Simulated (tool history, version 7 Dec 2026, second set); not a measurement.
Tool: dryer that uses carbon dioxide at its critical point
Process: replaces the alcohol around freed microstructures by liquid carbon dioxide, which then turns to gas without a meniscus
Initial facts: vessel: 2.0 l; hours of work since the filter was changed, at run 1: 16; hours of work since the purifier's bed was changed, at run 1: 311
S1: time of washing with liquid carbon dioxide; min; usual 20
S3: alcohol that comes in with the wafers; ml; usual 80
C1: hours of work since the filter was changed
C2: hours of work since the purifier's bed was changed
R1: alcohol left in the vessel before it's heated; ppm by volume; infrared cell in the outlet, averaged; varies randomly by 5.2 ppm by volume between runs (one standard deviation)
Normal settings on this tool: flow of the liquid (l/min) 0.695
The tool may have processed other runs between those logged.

Run 1, hour 0.0: usual settings; C1 16; C2 311. Result: R1 122 ppm by volume.
Run 2, hour 7.2: usual settings but flow of the liquid (l/min) 0.674; C1 20; C2 315. Result: R1 150 ppm by volume.
Run 3, hour 13.6: usual settings but S3 97 ml; C1 23; C2 318. Result: R1 154 ppm by volume.
Run 4, hour 21.8: usual settings but S3 97 ml; C1 27; C2 322. Result: R1 159 ppm by volume.
Run 5, hour 35.4: usual settings; C1 35; C2 330. Result: R1 147 ppm by volume.
Run 6, hour 48.4: usual settings; C1 42; C2 337. Result: R1 149 ppm by volume.
Run 7, hour 56.7: usual settings; C1 46; C2 341. Result: R1 153 ppm by volume.
Run 8, hour 66.2: usual settings; C1 51; C2 346. Result: R1 156 ppm by volume.
Run 9, hour 81.0: usual settings; C1 59; C2 354. Result: R1 160 ppm by volume.
Run 10, hour 91.7: usual settings; C1 65; C2 360. Result: R1 169 ppm by volume.
Run 11, hour 106.4: usual settings but S1 14 min, flow of the liquid (l/min) 0.857, S3 52 ml; C1 73; C2 368. Result: R1 214 ppm by volume.
Run 12, hour 118.5: usual settings but S1 17 min, flow of the liquid (l/min) 0.649, S3 52 ml; C1 80; C2 374. Result: R1 347 ppm by volume.
Run 13, hour 124.9: usual settings but S1 19 min; C1 83; C2 378. Result: R1 228 ppm by volume.
Run 14, hour 136.7: usual settings but S1 30 min, flow of the liquid (l/min) 1.181, S3 33 ml; C1 89; C2 384. Result: R1 26 ppm by volume.
Run 15, hour 144.8: usual settings but S1 13 min, flow of the liquid (l/min) 0.459; C1 94; C2 389. Result: R1 4032 ppm by volume.
Run 16, hour 156.7: usual settings but S1 13 min, flow of the liquid (l/min) 0.803, S3 25 ml; C1 100; C2 395. Result: R1 228 ppm by volume.
Run 17, hour 165.8: usual settings but flow of the liquid (l/min) 0.746, S3 25 ml; C1 105; C2 400. Result: R1 62 ppm by volume.
Run 18, hour 175.3: usual settings but S1 26 min, flow of the liquid (l/min) 0.556; C1 110; C2 405. Result: R1 198 ppm by volume.
Run 19, hour 187.0: usual settings but S1 15 min, flow of the liquid (l/min) 0.674, S3 86 ml; C1 116; C2 411. Result: R1 928 ppm by volume.
Run 20, hour 200.9: usual settings but S1 15 min, flow of the liquid (l/min) 0.674, S3 86 ml; C1 124; C2 419. Result: R1 965 ppm by volume.

What if the next run were any one of these 3? Each begins from the tool's condition after run 20:
Run A, hour 207.9: usual settings but flow of the liquid (l/min) 0.472, S3 22 ml; C1 128; C2 423. Result: R1 ?.
Run B, hour 207.9: usual settings but S1 25 min; C1 128; C2 423. Result: R1 ?.
Run C, hour 207.9: usual settings but S1 19 min, flow of the liquid (l/min) 0.757, S3 30 ml; C1 128; C2 423. Result: R1 ?.

run   R1
  A  353
  B   87
  C   88
Take away the tool's hidden state, keep each run's random variation, and the runs would have read:
run   R1
  A  196
  B   32
  C   31
